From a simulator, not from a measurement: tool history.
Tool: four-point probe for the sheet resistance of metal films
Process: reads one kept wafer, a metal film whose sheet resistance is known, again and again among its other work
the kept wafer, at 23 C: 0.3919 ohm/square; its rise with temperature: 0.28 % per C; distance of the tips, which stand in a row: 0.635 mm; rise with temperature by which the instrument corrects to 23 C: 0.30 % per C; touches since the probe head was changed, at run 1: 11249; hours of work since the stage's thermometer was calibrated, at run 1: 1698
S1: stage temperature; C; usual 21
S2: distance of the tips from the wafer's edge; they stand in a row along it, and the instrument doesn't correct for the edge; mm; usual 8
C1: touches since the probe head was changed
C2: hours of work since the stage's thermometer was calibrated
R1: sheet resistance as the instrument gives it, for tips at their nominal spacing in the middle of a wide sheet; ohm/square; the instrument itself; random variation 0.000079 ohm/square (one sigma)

run,day,S1,S2,C1,C2,R1
1,0,21,8,11249,1698,0.392375
2,0.517,21,8,11427,1706,0.392469
3,1.175,21,8,11654,1716,0.39238
4,2.054,21,8,11955,1729,0.392553
5,2.496,21,8,12107,1736,0.392677
6,3,21,8,12281,1744,0.392421
7,3.629,21,8,12496,1753,0.39254
8,4.396,21,8,12761,1765,0.392512
9,4.875,21,8,12926,1772,0.392394
10,5.658,29,4,13195,1784,0.395713
11,6.1,29,27,13347,1791,0.390732
12,6.683,24,52,13547,1799,0.39103
13,7.312,24,52,13764,1809,0.39077
14,8.012,23,8,14004,1820,0.392305
15,8.508,25,30,14175,1827,0.390899
16,8.883,26,11,14305,1833,0.391236
17,9.346,26,11,14464,1840,0.391498
# day 10.058: stage's thermometer calibrated
18,10.058,18,34,14701,0,0.391982

Forecast each of these 4 alternatives for the next run:
A,10.508,22,34,14856,7,?
B,10.508,28,34,14856,7,?
C,10.508,33,8,14856,7,?
D,10.508,21,12,14856,7,?

run,R1
A,0.391691
B,0.391243
C,0.391806
D,0.392284
Without the tool's hidden state the same runs would have given:
run,R1
A,0.392092
B,0.391644
C,0.392208
D,0.392687
